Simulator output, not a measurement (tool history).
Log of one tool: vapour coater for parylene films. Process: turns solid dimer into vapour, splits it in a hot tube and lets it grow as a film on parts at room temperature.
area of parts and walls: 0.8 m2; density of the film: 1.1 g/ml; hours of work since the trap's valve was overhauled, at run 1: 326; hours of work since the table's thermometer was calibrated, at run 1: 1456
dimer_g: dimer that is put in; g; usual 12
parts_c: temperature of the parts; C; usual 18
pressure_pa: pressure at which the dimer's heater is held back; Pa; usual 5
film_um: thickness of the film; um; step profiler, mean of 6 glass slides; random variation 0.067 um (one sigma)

run	hour	dimer_g	parts_c	pressure_pa	hours of work since the trap's valve was overhauled	hours of work since the table's thermometer was calibrated	film_um
1	0	12	18	5	326	1456	8.67
2	56.2	19	18	5	362	1492	13.64
3	99.9	19	18	5	390	1520	13.68
4	161.5	19	18	5	429	1559	13.74
# hour 188.9: table's thermometer calibrated
5	220.7	19	18	5	466	20	13.65
6	262	19	18	2.49	492	46	14.72
7	298.5	19	18	2.49	515	70	14.58
# hour 315.8: trap's valve overhauled
8	337.9	19	18	2.49	14	92	13.89
9	364.5	19	18	2.49	31	109	14.05
10	397.6	12	18	11.47	52	130	7.77
11	440.1	12	18	11.47	79	157	7.67
12	474.9	5	14	7.53	101	179	3.8
13	513.7	5	14	7.53	126	204	3.78
14	544.9	19	17	7.53	145	223	13.09

The next listed run, before its measurement:
15	586.8	19	17	7.53	172	250	?

Run 15 gave film_um 12.86 um.
Without the tool's hidden state the same run would have given film_um 14.24 um.

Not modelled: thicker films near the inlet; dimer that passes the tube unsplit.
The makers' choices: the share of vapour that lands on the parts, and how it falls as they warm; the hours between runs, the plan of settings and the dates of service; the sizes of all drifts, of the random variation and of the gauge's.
